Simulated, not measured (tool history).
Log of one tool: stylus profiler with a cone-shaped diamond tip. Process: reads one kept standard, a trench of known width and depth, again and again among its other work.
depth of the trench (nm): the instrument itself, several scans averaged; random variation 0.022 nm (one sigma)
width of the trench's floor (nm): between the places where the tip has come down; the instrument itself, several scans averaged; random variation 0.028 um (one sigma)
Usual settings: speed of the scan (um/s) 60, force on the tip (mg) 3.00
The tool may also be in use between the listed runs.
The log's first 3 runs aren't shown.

run,hour,speed of the scan (um/s),force on the tip (mg),depth of the trench (nm),width of the trench's floor (nm)
4,78.7,186,3.00,101.39,47780
5,111.6,60,3.00,101.35,48360
6,136.2,60,3.00,101.38,48340
7,171.3,60,3.00,101.44,48330
8,209.3,60,3.00,101.38,48330
9,236.3,100,3.00,101.43,48140
10,254.8,100,3.00,101.41,48160
11,279.9,100,3.00,101.41,48180
12,302.2,60,5.15,102.04,48410
13,320.7,60,5.15,101.99,48390
14,342.5,60,5.15,102.07,48390
15,379.8,60,5.15,102.04,48410
16,413.7,60,5.15,102.04,48410
17,447.3,60,5.15,102.00,48390
18,464.0,60,5.15,102.01,48380
19,500.6,33,3.00,101.42,48440
20,534.4,33,3.00,101.38,48470
21,568.3,33,3.00,101.42,48420
22,605.7,60,3.33,101.49,48380
23,636.0,60,3.33,101.52,48390
24,658.5,169,2.75,101.29,47890
25,693.1,169,2.75,101.28,47820
26,724.1,169,1.62,100.96,47640
27,740.4,24,6.52,102.36,48540
28,765.9,220,2.24,101.15,47540

The next listed run, before its measurement:
29,798.3,152,6.70,?,?

Run 29 gave depth of the trench (nm) 102.43, width of the trench's floor (nm) 48180.
Without the tool's hidden state the same run would have given depth of the trench (nm) 102.44, width of the trench's floor (nm) 48190.
